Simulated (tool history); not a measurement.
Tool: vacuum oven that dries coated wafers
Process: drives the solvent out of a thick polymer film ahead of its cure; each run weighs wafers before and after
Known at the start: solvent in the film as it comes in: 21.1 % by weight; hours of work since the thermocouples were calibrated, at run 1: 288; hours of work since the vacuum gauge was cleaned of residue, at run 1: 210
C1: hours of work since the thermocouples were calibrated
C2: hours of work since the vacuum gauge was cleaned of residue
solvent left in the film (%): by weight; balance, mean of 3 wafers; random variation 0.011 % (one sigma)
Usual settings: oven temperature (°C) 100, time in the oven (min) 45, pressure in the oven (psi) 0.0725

run 1 hour=0.0 | oven_temperature_(°C)=100 time_in_the_oven_(min)=45 pressure_in_the_oven_(psi)=0.0725 | C1=288 C2=210 | solvent_left_in_the_film_(%)=0.83
run 2 hour=13.1 | oven_temperature_(°C)=100 time_in_the_oven_(min)=45 pressure_in_the_oven_(psi)=0.0725 | C1=294 C2=215 | solvent_left_in_the_film_(%)=0.83
run 3 hour=24.3 | oven_temperature_(°C)=100 time_in_the_oven_(min)=45 pressure_in_the_oven_(psi)=0.0725 | C1=299 C2=220 | solvent_left_in_the_film_(%)=0.84
run 4 hour=39.7 | oven_temperature_(°C)=100 time_in_the_oven_(min)=45 pressure_in_the_oven_(psi)=0.0725 | C1=305 C2=227 | solvent_left_in_the_film_(%)=0.80
run 5 hour=52.7 | oven_temperature_(°C)=100 time_in_the_oven_(min)=45 pressure_in_the_oven_(psi)=0.0725 | C1=311 C2=232 | solvent_left_in_the_film_(%)=0.82
run 6 hour=63.8 | oven_temperature_(°C)=100 time_in_the_oven_(min)=45 pressure_in_the_oven_(psi)=0.0725 | C1=316 C2=237 | solvent_left_in_the_film_(%)=0.84
run 7 hour=79.1 | oven_temperature_(°C)=100 time_in_the_oven_(min)=45 pressure_in_the_oven_(psi)=0.0725 | C1=322 C2=244 | solvent_left_in_the_film_(%)=0.83
run 8 hour=88.6 | oven_temperature_(°C)=100 time_in_the_oven_(min)=45 pressure_in_the_oven_(psi)=0.0725 | C1=326 C2=248 | solvent_left_in_the_film_(%)=0.83
run 9 hour=109.7 | oven_temperature_(°C)=100 time_in_the_oven_(min)=56 pressure_in_the_oven_(psi)=0.0725 | C1=335 C2=257 | solvent_left_in_the_film_(%)=0.46
run 10 hour=130.3 | oven_temperature_(°C)=114 time_in_the_oven_(min)=45 pressure_in_the_oven_(psi)=0.0725 | C1=344 C2=266 | solvent_left_in_the_film_(%)=0.11
run 11 hour=146.9 | oven_temperature_(°C)=114 time_in_the_oven_(min)=45 pressure_in_the_oven_(psi)=0.0725 | C1=351 C2=273 | solvent_left_in_the_film_(%)=0.12
run 12 hour=168.7 | oven_temperature_(°C)=114 time_in_the_oven_(min)=45 pressure_in_the_oven_(psi)=0.0725 | C1=361 C2=282 | solvent_left_in_the_film_(%)=0.11
run 13 hour=182.4 | oven_temperature_(°C)=114 time_in_the_oven_(min)=45 pressure_in_the_oven_(psi)=0.0725 | C1=366 C2=288 | solvent_left_in_the_film_(%)=0.12
run 14 hour=199.8 | oven_temperature_(°C)=114 time_in_the_oven_(min)=45 pressure_in_the_oven_(psi)=0.1197 | C1=374 C2=296 | solvent_left_in_the_film_(%)=0.15
run 15 hour=210.0 | oven_temperature_(°C)=111 time_in_the_oven_(min)=45 pressure_in_the_oven_(psi)=0.0725 | C1=378 C2=300 | solvent_left_in_the_film_(%)=0.18
run 16 hour=232.2 | oven_temperature_(°C)=111 time_in_the_oven_(min)=45 pressure_in_the_oven_(psi)=0.0725 | C1=388 C2=309 | solvent_left_in_the_film_(%)=0.18
run 17 hour=252.1 | oven_temperature_(°C)=111 time_in_the_oven_(min)=45 pressure_in_the_oven_(psi)=0.0725 | C1=396 C2=318 | solvent_left_in_the_film_(%)=0.16
run 18 hour=267.4 | oven_temperature_(°C)=111 time_in_the_oven_(min)=45 pressure_in_the_oven_(psi)=0.0725 | C1=403 C2=325 | solvent_left_in_the_film_(%)=0.17
run 19 hour=287.5 | oven_temperature_(°C)=111 time_in_the_oven_(min)=45 pressure_in_the_oven_(psi)=0.0725 | C1=412 C2=333 | solvent_left_in_the_film_(%)=0.18
run 20 hour=305.3 | oven_temperature_(°C)=111 time_in_the_oven_(min)=45 pressure_in_the_oven_(psi)=0.0725 | C1=419 C2=341 | solvent_left_in_the_film_(%)=0.19
run 21 hour=317.1 | oven_temperature_(°C)=106 time_in_the_oven_(min)=79 pressure_in_the_oven_(psi)=0.2196 | C1=424 C2=346 | solvent_left_in_the_film_(%)=0.28
run 22 hour=328.2 | oven_temperature_(°C)=106 time_in_the_oven_(min)=79 pressure_in_the_oven_(psi)=0.2196 | C1=429 C2=351 | solvent_left_in_the_film_(%)=0.30
run 23 hour=348.5 | oven_temperature_(°C)=106 time_in_the_oven_(min)=79 pressure_in_the_oven_(psi)=0.2196 | C1=438 C2=359 | solvent_left_in_the_film_(%)=0.31
run 24 hour=363.6 | oven_temperature_(°C)=106 time_in_the_oven_(min)=79 pressure_in_the_oven_(psi)=0.2196 | C1=444 C2=366 | solvent_left_in_the_film_(%)=0.31
run 25 hour=373.6 | oven_temperature_(°C)=91 time_in_the_oven_(min)=56 pressure_in_the_oven_(psi)=0.0972 | C1=448 C2=370 | solvent_left_in_the_film_(%)=1.56
run 26 hour=385.5 | oven_temperature_(°C)=90 time_in_the_oven_(min)=45 pressure_in_the_oven_(psi)=0.2656 | C1=454 C2=375 | solvent_left_in_the_film_(%)=2.98
run 27 hour=406.2 | oven_temperature_(°C)=90 time_in_the_oven_(min)=45 pressure_in_the_oven_(psi)=0.2656 | C1=462 C2=384 | solvent_left_in_the_film_(%)=2.99
run 28 hour=425.7 | oven_temperature_(°C)=90 time_in_the_oven_(min)=45 pressure_in_the_oven_(psi)=0.2656 | C1=471 C2=392 | solvent_left_in_the_film_(%)=2.99
run 29 hour=438.5 | oven_temperature_(°C)=111 time_in_the_oven_(min)=47 pressure_in_the_oven_(psi)=0.1973 | C1=476 C2=398 | solvent_left_in_the_film_(%)=0.28
run 30 hour=450.3 | oven_temperature_(°C)=89 time_in_the_oven_(min)=74 pressure_in_the_oven_(psi)=0.1520 | C1=481 C2=403 | solvent_left_in_the_film_(%)=1.17
run 31 hour=466.5 | oven_temperature_(°C)=89 time_in_the_oven_(min)=74 pressure_in_the_oven_(psi)=0.1520 | C1=488 C2=410 | solvent_left_in_the_film_(%)=1.18
run 32 hour=480.4 | oven_temperature_(°C)=111 time_in_the_oven_(min)=47 pressure_in_the_oven_(psi)=0.0725 | C1=494 C2=416 | solvent_left_in_the_film_(%)=0.13
run 33 hour=503.2 | oven_temperature_(°C)=103 time_in_the_oven_(min)=51 pressure_in_the_oven_(psi)=0.0676 | C1=504 C2=426 | solvent_left_in_the_film_(%)=0.37
run 34 hour=515.4 | oven_temperature_(°C)=103 time_in_the_oven_(min)=51 pressure_in_the_oven_(psi)=0.0676 | C1=509 C2=431 | solvent_left_in_the_film_(%)=0.37
run 35 hour=535.5 | oven_temperature_(°C)=103 time_in_the_oven_(min)=51 pressure_in_the_oven_(psi)=0.0676 | C1=518 C2=439 | solvent_left_in_the_film_(%)=0.35
run 36 hour=552.3 | oven_temperature_(°C)=103 time_in_the_oven_(min)=51 pressure_in_the_oven_(psi)=0.0676 | C1=525 C2=447 | solvent_left_in_the_film_(%)=0.38
run 37 hour=569.9 | oven_temperature_(°C)=103 time_in_the_oven_(min)=57 pressure_in_the_oven_(psi)=0.0384 | C1=533 C2=454 | solvent_left_in_the_film_(%)=0.20
run 38 hour=586.2 | oven_temperature_(°C)=89 time_in_the_oven_(min)=27 pressure_in_the_oven_(psi)=0.2438 | C1=540 C2=461 | solvent_left_in_the_film_(%)=6.07
run 39 hour=605.9 | oven_temperature_(°C)=89 time_in_the_oven_(min)=27 pressure_in_the_oven_(psi)=0.2438 | C1=548 C2=470 | solvent_left_in_the_film_(%)=6.06

4 ways to go on from here, each from the tool as it stands after run 39. What would each give?
run A hour=626.8 | oven_temperature_(°C)=100 time_in_the_oven_(min)=45 pressure_in_the_oven_(psi)=0.1062 | C1=557 C2=479 | solvent_left_in_the_film_(%)=?
run B hour=626.8 | oven_temperature_(°C)=89 time_in_the_oven_(min)=27 pressure_in_the_oven_(psi)=0.0609 | C1=557 C2=479 | solvent_left_in_the_film_(%)=?
run C hour=626.8 | oven_temperature_(°C)=100 time_in_the_oven_(min)=72 pressure_in_the_oven_(psi)=0.2438 | C1=557 C2=479 | solvent_left_in_the_film_(%)=?
run D hour=626.8 | oven_temperature_(°C)=111 time_in_the_oven_(min)=27 pressure_in_the_oven_(psi)=0.1777 | C1=557 C2=479 | solvent_left_in_the_film_(%)=?

run=A solvent_left_in_the_film_(%)=0.85
run=B solvent_left_in_the_film_(%)=5.73
run=C solvent_left_in_the_film_(%)=0.50
run=D solvent_left_in_the_film_(%)=0.91
Without the tool's hidden state the same runs would have given:
run=A solvent_left_in_the_film_(%)=0.85
run=B solvent_left_in_the_film_(%)=5.73
run=C solvent_left_in_the_film_(%)=0.50
run=D solvent_left_in_the_film_(%)=0.91

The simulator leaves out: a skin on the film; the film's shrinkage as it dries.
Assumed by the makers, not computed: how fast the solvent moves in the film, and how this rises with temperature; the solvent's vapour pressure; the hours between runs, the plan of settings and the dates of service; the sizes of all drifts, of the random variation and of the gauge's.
